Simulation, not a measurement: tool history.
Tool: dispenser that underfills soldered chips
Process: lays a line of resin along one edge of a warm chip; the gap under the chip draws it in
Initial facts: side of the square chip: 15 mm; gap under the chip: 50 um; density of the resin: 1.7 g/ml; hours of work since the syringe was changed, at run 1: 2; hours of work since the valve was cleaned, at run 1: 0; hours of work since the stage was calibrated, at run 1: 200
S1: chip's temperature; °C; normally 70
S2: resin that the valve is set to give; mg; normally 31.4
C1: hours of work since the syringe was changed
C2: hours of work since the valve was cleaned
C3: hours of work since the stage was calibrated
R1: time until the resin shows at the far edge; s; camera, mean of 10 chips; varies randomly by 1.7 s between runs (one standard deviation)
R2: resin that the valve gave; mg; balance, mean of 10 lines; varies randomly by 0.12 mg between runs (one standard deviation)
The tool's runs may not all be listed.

run   hour  S1    S2  C1  C2   C3     R1     R2
  1      0  70  31.4   2   0  200    175  31.32
      11.2  -- new syringe of resin
  2   12.5  70  31.4   1   8  209    171  31.13
  3   24.1  82  31.4   9  16  216  140.9  30.96
      25.7  -- new syringe of resin
  4   32.9  70  27.8   5  22  222  206.4  27.26
      40.5  -- new syringe of resin
  5   40.5  70  27.8   0  27  227  168.4  27.22
  6   47.7  70  27.8   5  32  232  204.2  27.21
  7   53.7  70  27.8   9  36  236  236.5  26.94
      54.9  -- new syringe of resin
  8   62.3  72  31.4   5  41  242    182  30.53
      69.3  -- new syringe of resin
  9   73.5  72  31.4   3  49  249  168.2  30.14
 10   81.3  70  39.1   8  54  254  222.6  37.32
      83.6  -- new syringe of resin
 11   88.5  70  26.7   3  58  259  186.3  25.57
      98.3  -- new syringe of resin
 12  100.9  70  26.7   2  67  267  176.9  25.38
 13  110.9  70  31.4   8  73  274  226.7  29.58
     112.4  -- new syringe of resin
 14  121.9  84  31.4   6  81  281    117  29.48
     126.5  -- new syringe of resin
 15  131.3  84  31.4   3  87  287  101.5  29.18
 16  137.2  84  31.4   7  91  291  120.3  29.01
     138.9  -- dispensing valve cleaned and set on the balance
     142.1  -- new syringe of resin
 17  146.3  84  31.4   3   5  296  101.9  31.36
 18  155.6  84  31.4   9  11  303  129.5  31.16
     156.5  -- new syringe of resin
 19    168  84  31.4   8  19  311  125.5  30.93
     171.6  -- new syringe of resin
 20  178.6  57    27   5  26  318  365.3  26.24
     186.1  -- new syringe of resin
 21  188.5  67  33.2   2  33  324  191.8  32.22
 22  196.3  56  27.1   7  38  329    408  26.34
     200.6  -- new syringe of resin
 23  206.3  83  27.1   4  44  336  113.1  26.35
     214.8  -- new syringe of resin
 24  215.1  83  27.1   0  50  342   98.2  26.22
 25  223.6  61  32.5   6  56  347  305.4  31.15
     229.3  -- new syringe of resin
 26  230.5  83  34.3   1  60  352   97.1  32.75
 27  237.2  70  31.4   5  65  356  202.5  29.94
     243.6  -- new syringe of resin
 28  245.3  72  35.7   1  70  362  152.5  33.77
 29  256.7  64  33.3   9  78  369  297.3  31.37
     257.8  -- new syringe of resin
 30  264.7  64  40.2   5  83  375  251.2  37.77
 31    271  82  33.2   9  87  379  139.8  31.06
     271.9  -- new syringe of resin
     278.1  -- dispensing valve cleaned and set on the balance
 32  283.3  70  30.1   7   3  386  209.9  30.18
       287  -- new syringe of resin
 33  294.1  84  28.8   5  11  393  109.4   28.8
     301.1  -- new syringe of resin
 34  301.2  75  31.3   0  15  398  132.8  30.96

How the hidden state differs across the entries between the runs, from the last listed run before each to the first after it:
Runs 1 to 2: new syringe of resin (hour 11.2)
  resin's viscosity, % of fresh resin's: 106.4 -> 104; dose that the valve gives, % of what is set: 99.91 -> 99.29; true chip temperature over the reading, C: 0.71 -> 0.73
  measured result minus the result with no hidden state, R1: +5.3 -> +1.5 s; R2: -0.03 -> -0.22 mg
Runs 3 to 4: new syringe of resin (hour 25.7)
  resin's viscosity, % of fresh resin's: 141.6 -> 122.1; dose that the valve gives, % of what is set: 98.73 -> 98.3; true chip temperature over the reading, C: 0.74 -> 0.75
  measured result minus the result with no hidden state, R1: +38.3 -> +32.3 s; R2: -0.39 -> -0.47 mg
Runs 4 to 5: new syringe of resin (hour 40.5)
  resin's viscosity, % of fresh resin's: 122.1 -> 100.5; dose that the valve gives, % of what is set: 98.3 -> 97.9; true chip temperature over the reading, C: 0.75 -> 0.76
  measured result minus the result with no hidden state, R1: +32.3 -> -4.2 s; R2: -0.47 -> -0.58 mg
Runs 7 to 8: new syringe of resin (hour 54.9)
  resin's viscosity, % of fresh resin's: 142.7 -> 120.9; dose that the valve gives, % of what is set: 97.2 -> 96.7; true chip temperature over the reading, C: 0.78 -> 0.79
  measured result minus the result with no hidden state, R1: +65.9 -> +26.8 s; R2: -0.78 -> -1.05 mg
Runs 8 to 9: new syringe of resin (hour 69.3)
  resin's viscosity, % of fresh resin's: 120.9 -> 112.7; dose that the valve gives, % of what is set: 96.7 -> 96.16; true chip temperature over the reading, C: 0.79 -> 0.81
  measured result minus the result with no hidden state, R1: +26.8 -> +14.3 s; R2: -1.05 -> -1.2 mg
Runs 10 to 11: new syringe of resin (hour 83.6)
  resin's viscosity, % of fresh resin's: 138.7 -> 111.8; dose that the valve gives, % of what is set: 95.75 -> 95.41; true chip temperature over the reading, C: 0.82 -> 0.83
  measured result minus the result with no hidden state, R1: +56.5 -> +15.5 s; R2: -1.65 -> -1.23 mg
Runs 11 to 12: new syringe of resin (hour 98.3)
  resin's viscosity, % of fresh resin's: 111.8 -> 106.1; dose that the valve gives, % of what is set: 95.41 -> 94.76; true chip temperature over the reading, C: 0.83 -> 0.84
  measured result minus the result with no hidden state, R1: +15.5 -> +6.2 s; R2: -1.23 -> -1.41 mg
Runs 13 to 14: new syringe of resin (hour 112.4)
  resin's viscosity, % of fresh resin's: 138.3 -> 126.7; dose that the valve gives, % of what is set: 94.28 -> 93.68; true chip temperature over the reading, C: 0.86 -> 0.87
  measured result minus the result with no hidden state, R1: +57.7 -> +22.1 s; R2: -1.79 -> -1.99 mg
Runs 14 to 15: new syringe of resin (hour 126.5)
  resin's viscosity, % of fresh resin's: 126.7 -> 111.8; dose that the valve gives, % of what is set: 93.68 -> 93.19; true chip temperature over the reading, C: 0.87 -> 0.89
  measured result minus the result with no hidden state, R1: +22.1 -> +8.2 s; R2: -1.99 -> -2.13 mg
Runs 16 to 17: dispensing valve cleaned and set on the balance (hour 138.9); new syringe of resin (hour 142.1)
  resin's viscosity, % of fresh resin's: 130.8 -> 112.6; dose that the valve gives, % of what is set: 92.88 -> 99.79; true chip temperature over the reading, C: 0.89 -> 0.9
  measured result minus the result with no hidden state, R1: +25.8 -> +8 s; R2: -2.23 -> -0.07 mg
Runs 18 to 19: new syringe of resin (hour 156.5)
  resin's viscosity, % of fresh resin's: 144.1 -> 135.8; dose that the valve gives, % of what is set: 99.3 -> 98.68; true chip temperature over the reading, C: 0.92 -> 0.93
  measured result minus the result with no hidden state, R1: +36.3 -> +29.6 s; R2: -0.22 -> -0.42 mg
Runs 19 to 20: new syringe of resin (hour 171.6)
  resin's viscosity, % of fresh resin's: 135.8 -> 121; dose that the valve gives, % of what is set: 98.68 -> 98.13; true chip temperature over the reading, C: 0.93 -> 0.95
  measured result minus the result with no hidden state, R1: +29.6 -> +50.9 s; R2: -0.42 -> -0.51 mg
Runs 20 to 21: new syringe of resin (hour 186.1)
  resin's viscosity, % of fresh resin's: 121 -> 106; dose that the valve gives, % of what is set: 98.13 -> 97.63; true chip temperature over the reading, C: 0.95 -> 0.96
  measured result minus the result with no hidden state, R1: +50.9 -> +3.3 s; R2: -0.51 -> -0.78 mg
Runs 22 to 23: new syringe of resin (hour 200.6)
  resin's viscosity, % of fresh resin's: 130.4 -> 116; dose that the valve gives, % of what is set: 97.21 -> 96.69; true chip temperature over the reading, C: 0.97 -> 0.99
  measured result minus the result with no hidden state, R1: +82.5 -> +12.4 s; R2: -0.76 -> -0.9 mg
Runs 23 to 24: new syringe of resin (hour 214.8)
  resin's viscosity, % of fresh resin's: 116 -> 101.4; dose that the valve gives, % of what is set: 96.69 -> 96.25; true chip temperature over the reading, C: 0.99 -> 1
  measured result minus the result with no hidden state, R1: +12.4 -> -1.7 s; R2: -0.9 -> -1.02 mg
Runs 25 to 26: new syringe of resin (hour 229.3)
  resin's viscosity, % of fresh resin's: 127.2 -> 104.5; dose that the valve gives, % of what is set: 95.85 -> 95.5; true chip temperature over the reading, C: 1.01 -> 1.02
  measured result minus the result with no hidden state, R1: +55 -> +0.6 s; R2: -1.35 -> -1.55 mg
Runs 27 to 28: new syringe of resin (hour 243.6)
  resin's viscosity, % of fresh resin's: 124.8 -> 104.9; dose that the valve gives, % of what is set: 95.18 -> 94.78; true chip temperature over the reading, C: 1.03 -> 1.04
  measured result minus the result with no hidden state, R1: +33.8 -> +1 s; R2: -1.51 -> -1.86 mg
Runs 29 to 30: new syringe of resin (hour 257.8)
  resin's viscosity, % of fresh resin's: 141.8 -> 121.4; dose that the valve gives, % of what is set: 94.15 -> 93.79; true chip temperature over the reading, C: 1.05 -> 1.07
  measured result minus the result with no hidden state, R1: +78.4 -> +34.3 s; R2: -1.95 -> -2.5 mg
Runs 31 to 32: new syringe of resin (hour 271.9); dispensing valve cleaned and set on the balance (hour 278.1)
  resin's viscosity, % of fresh resin's: 143.5 -> 132.1; dose that the valve gives, % of what is set: 93.45 -> 99.66; true chip temperature over the reading, C: 1.07 -> 1.09
  measured result minus the result with no hidden state, R1: +38.7 -> +43.4 s; R2: -2.17 -> -0.1 mg
Runs 32 to 33: new syringe of resin (hour 287)
  resin's viscosity, % of fresh resin's: 132.1 -> 120.5; dose that the valve gives, % of what is set: 99.66 -> 99.06; true chip temperature over the reading, C: 1.09 -> 1.1
  measured result minus the result with no hidden state, R1: +43.4 -> +14.6 s; R2: -0.1 -> -0.28 mg
Runs 33 to 34: new syringe of resin (hour 301.1)
  resin's viscosity, % of fresh resin's: 120.5 -> 100.8; dose that the valve gives, % of what is set: 99.06 -> 98.71; true chip temperature over the reading, C: 1.1 -> 1.11
  measured result minus the result with no hidden state, R1: +14.6 -> -5.1 s; R2: -0.28 -> -0.4 mg
